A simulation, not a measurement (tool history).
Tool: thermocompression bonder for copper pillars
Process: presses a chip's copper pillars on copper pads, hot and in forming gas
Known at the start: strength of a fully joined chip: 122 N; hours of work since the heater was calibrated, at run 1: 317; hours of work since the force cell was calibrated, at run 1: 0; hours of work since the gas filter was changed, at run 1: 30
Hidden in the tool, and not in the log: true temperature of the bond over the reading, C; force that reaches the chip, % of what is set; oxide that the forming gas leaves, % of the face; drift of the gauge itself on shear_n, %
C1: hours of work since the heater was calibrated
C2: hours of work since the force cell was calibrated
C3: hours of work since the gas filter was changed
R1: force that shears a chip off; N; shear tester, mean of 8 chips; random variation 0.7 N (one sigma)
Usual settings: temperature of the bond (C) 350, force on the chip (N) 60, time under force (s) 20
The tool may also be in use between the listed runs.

run 1 hour=0 | temperature_of_the_bond_(C)=350 force_on_the_chip_(N)=60 time_under_force_(s)=20 | C1=317 C2=0 C3=30 | R1=47.3
run 2 hour=57 | temperature_of_the_bond_(C)=350 force_on_the_chip_(N)=60 time_under_force_(s)=20 | C1=358 C2=41 C3=71 | R1=49
run 3 hour=101 | temperature_of_the_bond_(C)=350 force_on_the_chip_(N)=39 time_under_force_(s)=20 | C1=390 C2=73 C3=103 | R1=33.6
-- hour=157.5 forming gas filter changed
run 4 hour=171.7 | temperature_of_the_bond_(C)=350 force_on_the_chip_(N)=39 time_under_force_(s)=20 | C1=441 C2=124 C3=10 | R1=34.1
run 5 hour=206.4 | temperature_of_the_bond_(C)=350 force_on_the_chip_(N)=60 time_under_force_(s)=43 | C1=467 C2=150 C3=35 | R1=62.6
run 6 hour=248.1 | temperature_of_the_bond_(C)=350 force_on_the_chip_(N)=60 time_under_force_(s)=43 | C1=497 C2=180 C3=66 | R1=64.5
run 7 hour=300 | temperature_of_the_bond_(C)=350 force_on_the_chip_(N)=59 time_under_force_(s)=43 | C1=535 C2=218 C3=103 | R1=64.4
run 8 hour=352.5 | temperature_of_the_bond_(C)=350 force_on_the_chip_(N)=59 time_under_force_(s)=43 | C1=573 C2=256 C3=142 | R1=63.1
-- hour=359.4 forming gas filter changed
run 9 hour=404 | temperature_of_the_bond_(C)=350 force_on_the_chip_(N)=59 time_under_force_(s)=43 | C1=610 C2=293 C3=32 | R1=64.1
run 10 hour=442 | temperature_of_the_bond_(C)=350 force_on_the_chip_(N)=59 time_under_force_(s)=43 | C1=637 C2=320 C3=60 | R1=61.9
run 11 hour=499.3 | temperature_of_the_bond_(C)=350 force_on_the_chip_(N)=59 time_under_force_(s)=43 | C1=679 C2=362 C3=102 | R1=64.6
run 12 hour=538.5 | temperature_of_the_bond_(C)=333 force_on_the_chip_(N)=76 time_under_force_(s)=20 | C1=707 C2=390 C3=130 | R1=49.3
-- hour=558.3 forming gas filter changed
run 13 hour=604.7 | temperature_of_the_bond_(C)=368 force_on_the_chip_(N)=39 time_under_force_(s)=39 | C1=755 C2=438 C3=34 | R1=51.8
run 14 hour=643.9 | temperature_of_the_bond_(C)=321 force_on_the_chip_(N)=39 time_under_force_(s)=39 | C1=784 C2=467 C3=62 | R1=32.5
-- hour=711.7 heater calibrated with a thermocouple chip
run 15 hour=716.2 | temperature_of_the_bond_(C)=363 force_on_the_chip_(N)=60 time_under_force_(s)=23 | C1=3 C2=518 C3=113 | R1=57.6
-- hour=763.8 forming gas filter changed
run 16 hour=782.5 | temperature_of_the_bond_(C)=363 force_on_the_chip_(N)=74 time_under_force_(s)=23 | C1=51 C2=565 C3=14 | R1=67.3
run 17 hour=819.7 | temperature_of_the_bond_(C)=363 force_on_the_chip_(N)=74 time_under_force_(s)=23 | C1=78 C2=592 C3=41 | R1=66.2
run 18 hour=865.9 | temperature_of_the_bond_(C)=331 force_on_the_chip_(N)=39 time_under_force_(s)=47 | C1=112 C2=626 C3=74 | R1=39.6
run 19 hour=913.5 | temperature_of_the_bond_(C)=331 force_on_the_chip_(N)=39 time_under_force_(s)=47 | C1=146 C2=660 C3=109 | R1=38.9
run 20 hour=955.3 | temperature_of_the_bond_(C)=331 force_on_the_chip_(N)=39 time_under_force_(s)=47 | C1=177 C2=691 C3=139 | R1=39.8
-- hour=963.8 forming gas filter changed
run 21 hour=987.1 | temperature_of_the_bond_(C)=349 force_on_the_chip_(N)=53 time_under_force_(s)=22 | C1=199 C2=714 C3=17 | R1=45.8

Hidden state at the last listed run before each entry between runs and at the first one after, where it differs:
Between runs 3 and 4: forming gas filter changed (hour 157.5)
  oxide that the forming gas leaves, % of the face: 1.17 -> 0.58
Between runs 8 and 9: forming gas filter changed (hour 359.4)
  true temperature of the bond over the reading, C: 0.6 -> 0.7; oxide that the forming gas leaves, % of the face: 1.36 -> 0.72
Between runs 12 and 13: forming gas filter changed (hour 558.3)
  true temperature of the bond over the reading, C: 0.8 -> 0.9; oxide that the forming gas leaves, % of the face: 1.3 -> 0.72
Between runs 14 and 15: heater calibrated with a thermocouple chip (hour 711.7)
  true temperature of the bond over the reading, C: 0.9 -> 0; force that reaches the chip, % of what is set: 100.3 -> 100.4; oxide that the forming gas leaves, % of the face: 0.89 -> 1.2
Between runs 15 and 16: forming gas filter changed (hour 763.8)
  true temperature of the bond over the reading, C: 0 -> 0.1; oxide that the forming gas leaves, % of the face: 1.2 -> 0.59
Between runs 20 and 21: forming gas filter changed (hour 963.8)
  oxide that the forming gas leaves, % of the face: 1.35 -> 0.61
